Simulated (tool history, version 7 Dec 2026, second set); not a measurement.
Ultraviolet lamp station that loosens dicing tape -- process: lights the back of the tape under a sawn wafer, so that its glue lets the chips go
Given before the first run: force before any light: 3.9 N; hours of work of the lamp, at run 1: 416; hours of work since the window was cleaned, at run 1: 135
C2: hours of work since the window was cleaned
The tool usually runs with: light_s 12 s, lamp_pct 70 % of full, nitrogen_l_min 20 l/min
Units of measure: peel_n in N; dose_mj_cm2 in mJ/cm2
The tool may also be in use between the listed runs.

{"run": 1, "hour": 0.0, "light_s": 12, "lamp_pct": 70, "nitrogen_l_min": 20, "hours of work of the lamp": 416, "C2": 135, "peel_n": 0.555, "dose_mj_cm2": 470}
{"run": 2, "hour": 12.3, "light_s": 8, "lamp_pct": 70, "nitrogen_l_min": 20, "hours of work of the lamp": 423, "C2": 142, "peel_n": 1.025, "dose_mj_cm2": 317}
{"run": 3, "hour": 33.9, "light_s": 8, "lamp_pct": 70, "nitrogen_l_min": 20, "hours of work of the lamp": 436, "C2": 155, "peel_n": 1.036, "dose_mj_cm2": 314}
{"hour": 36.4, "done": "window cleaned of glue's vapour"}
{"run": 4, "hour": 49.7, "light_s": 8, "lamp_pct": 70, "nitrogen_l_min": 20, "hours of work of the lamp": 445, "C2": 8, "peel_n": 1.036, "dose_mj_cm2": 317}
{"run": 5, "hour": 73.4, "light_s": 8, "lamp_pct": 70, "nitrogen_l_min": 20, "hours of work of the lamp": 459, "C2": 22, "peel_n": 1.024, "dose_mj_cm2": 309}
{"hour": 80.8, "done": "window cleaned of glue's vapour, once more"}
{"run": 6, "hour": 87.3, "light_s": 12, "lamp_pct": 70, "nitrogen_l_min": 6, "hours of work of the lamp": 467, "C2": 4, "peel_n": 1.194, "dose_mj_cm2": 483}
{"run": 7, "hour": 104.0, "light_s": 6, "lamp_pct": 70, "nitrogen_l_min": 20, "hours of work of the lamp": 476, "C2": 14, "peel_n": 1.368, "dose_mj_cm2": 238}
{"run": 8, "hour": 116.6, "light_s": 12, "lamp_pct": 71, "nitrogen_l_min": 25, "hours of work of the lamp": 484, "C2": 21, "peel_n": 0.471, "dose_mj_cm2": 482}
{"run": 9, "hour": 131.0, "light_s": 12, "lamp_pct": 71, "nitrogen_l_min": 25, "hours of work of the lamp": 492, "C2": 30, "peel_n": 0.462, "dose_mj_cm2": 482}
{"run": 10, "hour": 144.9, "light_s": 23, "lamp_pct": 70, "nitrogen_l_min": 25, "hours of work of the lamp": 501, "C2": 38, "peel_n": 0.149, "dose_mj_cm2": 911}
{"run": 11, "hour": 162.8, "light_s": 23, "lamp_pct": 70, "nitrogen_l_min": 25, "hours of work of the lamp": 511, "C2": 48, "peel_n": 0.148, "dose_mj_cm2": 902}

Branching from run 11: 5 alternative next runs. What would each branch give?
{"run": "A", "hour": 187.5, "light_s": 21, "lamp_pct": 70, "nitrogen_l_min": 25, "hours of work of the lamp": 526, "C2": 63, "peel_n": "?", "dose_mj_cm2": "?"}
{"run": "B", "hour": 187.5, "light_s": 7, "lamp_pct": 82, "nitrogen_l_min": 9, "hours of work of the lamp": 526, "C2": 63, "peel_n": "?", "dose_mj_cm2": "?"}
{"run": "C", "hour": 187.5, "light_s": 11, "lamp_pct": 66, "nitrogen_l_min": 20, "hours of work of the lamp": 526, "C2": 63, "peel_n": "?", "dose_mj_cm2": "?"}
{"run": "D", "hour": 187.5, "light_s": 17, "lamp_pct": 85, "nitrogen_l_min": 11, "hours of work of the lamp": 526, "C2": 63, "peel_n": "?", "dose_mj_cm2": "?"}
{"run": "E", "hour": 187.5, "light_s": 19, "lamp_pct": 69, "nitrogen_l_min": 20, "hours of work of the lamp": 526, "C2": 63, "peel_n": "?", "dose_mj_cm2": "?"}

run=A peel_n=0.181 dose_mj_cm2=823
run=B peel_n=1.463 dose_mj_cm2=321
run=C peel_n=0.722 dose_mj_cm2=404
run=D peel_n=0.344 dose_mj_cm2=815
run=E peel_n=0.250 dose_mj_cm2=730
What these runs would have given with no unlogged condition in the tool:
run=A peel_n=0.157 dose_mj_cm2=914
run=B peel_n=1.319 dose_mj_cm2=356
run=C peel_n=0.609 dose_mj_cm2=449
run=D peel_n=0.283 dose_mj_cm2=905
run=E peel_n=0.208 dose_mj_cm2=811

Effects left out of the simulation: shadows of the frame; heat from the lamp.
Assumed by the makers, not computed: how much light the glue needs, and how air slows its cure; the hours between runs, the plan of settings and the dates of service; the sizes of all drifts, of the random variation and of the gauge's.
